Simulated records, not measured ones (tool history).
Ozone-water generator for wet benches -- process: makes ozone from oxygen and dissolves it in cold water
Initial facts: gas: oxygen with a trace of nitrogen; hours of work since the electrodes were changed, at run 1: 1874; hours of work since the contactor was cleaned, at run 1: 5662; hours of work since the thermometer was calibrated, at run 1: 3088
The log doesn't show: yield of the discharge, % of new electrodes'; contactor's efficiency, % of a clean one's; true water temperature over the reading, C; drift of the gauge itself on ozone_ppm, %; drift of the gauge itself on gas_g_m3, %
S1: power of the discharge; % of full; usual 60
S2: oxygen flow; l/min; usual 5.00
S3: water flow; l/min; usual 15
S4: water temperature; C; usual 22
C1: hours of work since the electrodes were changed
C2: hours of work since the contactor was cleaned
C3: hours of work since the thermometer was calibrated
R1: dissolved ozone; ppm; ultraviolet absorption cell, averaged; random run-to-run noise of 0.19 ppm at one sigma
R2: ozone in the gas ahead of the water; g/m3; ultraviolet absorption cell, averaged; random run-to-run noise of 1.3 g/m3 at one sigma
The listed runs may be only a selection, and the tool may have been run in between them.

run,day,S1,S2,S3,S4,C1,C2,C3,R1,R2
1,0.000,60,5.00,15,22,1874,5662,3088,25.1,220.0
2,4.088,60,5.00,24,22,1935,5723,3149,17.0,221.0
# day 6.704: contactor cleaned
3,8.996,60,5.00,15,22,2006,34,3220,26.0,221.2
4,12.975,60,5.00,15,22,2065,94,3280,26.0,218.9
5,15.542,60,5.00,15,22,2104,132,3318,26.1,218.8
6,20.725,60,5.00,15,22,2181,210,3396,26.0,221.2
7,24.958,60,5.00,15,22,2245,273,3459,26.0,217.1
8,29.412,60,5.00,15,22,2311,340,3526,25.6,218.8
9,34.817,60,5.00,15,22,2392,421,3606,25.9,220.3
10,39.325,60,5.00,15,22,2460,488,3674,25.8,215.8
11,41.600,60,5.00,15,22,2494,522,3708,25.9,216.6
12,46.712,60,5.00,15,22,2570,599,3784,25.6,219.5
13,51.533,60,5.00,15,22,2642,671,3857,25.5,215.7
14,54.388,60,5.00,17,22,2685,714,3899,23.2,217.4
15,56.971,60,5.00,17,22,2724,752,3938,23.2,216.5
16,61.254,60,5.00,17,22,2788,816,4002,23.4,216.6
17,65.833,60,5.00,17,22,2856,885,4071,23.1,215.7
18,70.346,48,5.00,15,22,2924,952,4138,22.3,189.4
# day 72.975: water thermometer calibrated
19,73.438,48,5.00,15,22,2970,998,7,22.2,186.8
20,77.804,48,5.00,15,22,3035,1064,72,22.3,189.1
21,82.458,48,5.00,15,22,3105,1133,142,22.1,187.5
22,84.842,60,5.70,15,16,3141,1169,178,28.5,205.3
23,88.342,57,5.00,15,22,3193,1221,230,24.6,207.3
24,93.725,57,5.00,14,26,3274,1302,311,24.0,206.8
25,97.408,57,5.00,14,26,3329,1357,366,23.8,206.4
26,102.729,60,6.51,15,15,3408,1437,445,29.5,196.2
27,105.454,96,5.00,15,22,3449,1477,486,33.0,281.8
28,110.879,96,5.00,15,22,3530,1559,567,32.9,278.0
29,114.433,84,2.68,15,15,3583,1612,620,29.1,318.2
30,117.800,84,2.92,15,15,3634,1662,671,29.7,307.9
31,120.912,72,8.65,15,18,3680,1709,717,31.0,197.3
32,123.908,72,8.65,15,18,3725,1754,762,31.3,195.0

Alternative continuations, all from the tool just after run 32; predict every row:
A,127.796,60,5.74,17,17,3783,1812,820,?,?
B,127.796,72,8.65,22,18,3783,1812,820,?,?
C,127.796,48,5.00,11,26,3783,1812,820,?,?
D,127.796,45,5.00,15,24,3783,1812,820,?,?

run,R1,R2
A,25.0,201.4
B,23.9,197.5
C,24.4,185.0
D,20.2,178.3
Had the tool no hidden state, the same runs would have come out as:
run,R1,R2
A,27.6,219.5
B,26.7,217.6
C,26.5,199.1
D,21.9,191.1
